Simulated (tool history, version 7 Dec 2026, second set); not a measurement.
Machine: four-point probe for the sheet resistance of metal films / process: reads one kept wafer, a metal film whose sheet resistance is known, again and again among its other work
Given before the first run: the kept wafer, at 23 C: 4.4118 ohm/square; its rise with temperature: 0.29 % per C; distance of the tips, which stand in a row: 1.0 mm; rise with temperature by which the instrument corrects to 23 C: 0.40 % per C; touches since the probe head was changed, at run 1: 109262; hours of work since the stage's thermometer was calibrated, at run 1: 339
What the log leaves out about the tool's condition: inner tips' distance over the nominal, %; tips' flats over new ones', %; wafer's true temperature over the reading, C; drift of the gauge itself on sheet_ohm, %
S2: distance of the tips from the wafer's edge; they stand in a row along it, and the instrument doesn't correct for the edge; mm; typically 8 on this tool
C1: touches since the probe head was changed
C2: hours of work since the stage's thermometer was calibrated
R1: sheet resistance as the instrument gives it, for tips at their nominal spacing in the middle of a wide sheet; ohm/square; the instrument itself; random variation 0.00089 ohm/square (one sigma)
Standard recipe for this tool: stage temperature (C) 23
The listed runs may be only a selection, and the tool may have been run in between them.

run 1 hour=0.0 | stage_temperature_(C)=23 S2=8 | C1=109262 C2=339 | R1=4.416997
run 2 hour=15.3 | stage_temperature_(C)=23 S2=8 | C1=109932 C2=346 | R1=4.417432
run 3 hour=31.9 | stage_temperature_(C)=23 S2=8 | C1=110659 C2=355 | R1=4.416032
run 4 hour=39.5 | stage_temperature_(C)=23 S2=8 | C1=110988 C2=359 | R1=4.417273
run 5 hour=52.5 | stage_temperature_(C)=23 S2=8 | C1=111560 C2=365 | R1=4.416396
run 6 hour=62.4 | stage_temperature_(C)=23 S2=8 | C1=111989 C2=370 | R1=4.415235
run 7 hour=73.2 | stage_temperature_(C)=23 S2=8 | C1=112463 C2=376 | R1=4.416069
run 8 hour=90.2 | stage_temperature_(C)=23 S2=63 | C1=113206 C2=384 | R1=4.379573
run 9 hour=98.9 | stage_temperature_(C)=19 S2=63 | C1=113589 C2=389 | R1=4.399159
-- hour=100.3 stage's thermometer calibrated
run 10 hour=113.2 | stage_temperature_(C)=18 S2=8 | C1=114191 C2=7 | R1=4.441899
run 11 hour=124.4 | stage_temperature_(C)=23 S2=8 | C1=114680 C2=12 | R1=4.415853
run 12 hour=137.7 | stage_temperature_(C)=23 S2=8 | C1=115264 C2=19 | R1=4.415102
run 13 hour=154.4 | stage_temperature_(C)=23 S2=8 | C1=115995 C2=28 | R1=4.415696
run 14 hour=170.5 | stage_temperature_(C)=23 S2=8 | C1=116696 C2=36 | R1=4.414701
run 15 hour=182.2 | stage_temperature_(C)=30 S2=8 | C1=117211 C2=42 | R1=4.379586
-- hour=199.3 stage's thermometer calibrated, once more
run 16 hour=199.3 | stage_temperature_(C)=30 S2=8 | C1=117935 C2=0 | R1=4.379620
run 17 hour=216.0 | stage_temperature_(C)=30 S2=8 | C1=118667 C2=9 | R1=4.378894
run 18 hour=226.3 | stage_temperature_(C)=19 S2=10 | C1=119116 C2=14 | R1=4.420391
run 19 hour=236.6 | stage_temperature_(C)=19 S2=10 | C1=119568 C2=19 | R1=4.421752
run 20 hour=248.0 | stage_temperature_(C)=19 S2=10 | C1=120067 C2=25 | R1=4.419093
run 21 hour=264.6 | stage_temperature_(C)=30 S2=4 | C1=120790 C2=33 | R1=4.483432
run 22 hour=278.3 | stage_temperature_(C)=23 S2=7 | C1=121389 C2=40 | R1=4.423555
run 23 hour=293.4 | stage_temperature_(C)=31 S2=54 | C1=122052 C2=48 | R1=4.337402
run 24 hour=307.6 | stage_temperature_(C)=25 S2=8 | C1=122672 C2=55 | R1=4.402666
run 25 hour=323.6 | stage_temperature_(C)=22 S2=3 | C1=123373 C2=63 | R1=4.626183
run 26 hour=338.2 | stage_temperature_(C)=19 S2=12 | C1=124011 C2=71 | R1=4.413454
run 27 hour=347.2 | stage_temperature_(C)=23 S2=16 | C1=124404 C2=75 | R1=4.383824
run 28 hour=356.7 | stage_temperature_(C)=23 S2=16 | C1=124818 C2=80 | R1=4.383076

Branching from run 28: 4 alternative next runs. What would each branch give?
run A hour=364.7 | stage_temperature_(C)=23 S2=50 | C1=125171 C2=84 | R1=?
run B hour=364.7 | stage_temperature_(C)=19 S2=16 | C1=125171 C2=84 | R1=?
run C hour=364.7 | stage_temperature_(C)=19 S2=42 | C1=125171 C2=84 | R1=?
run D hour=364.7 | stage_temperature_(C)=34 S2=16 | C1=125171 C2=84 | R1=?

run=A R1=4.375404
run=B R1=4.402785
run=C R1=4.396268
run=D R1=4.330127
What these runs would have given with no unlogged condition in the tool:
run=A R1=4.412996
run=B R1=4.440600
run=C R1=4.434032
run=D R1=4.367338
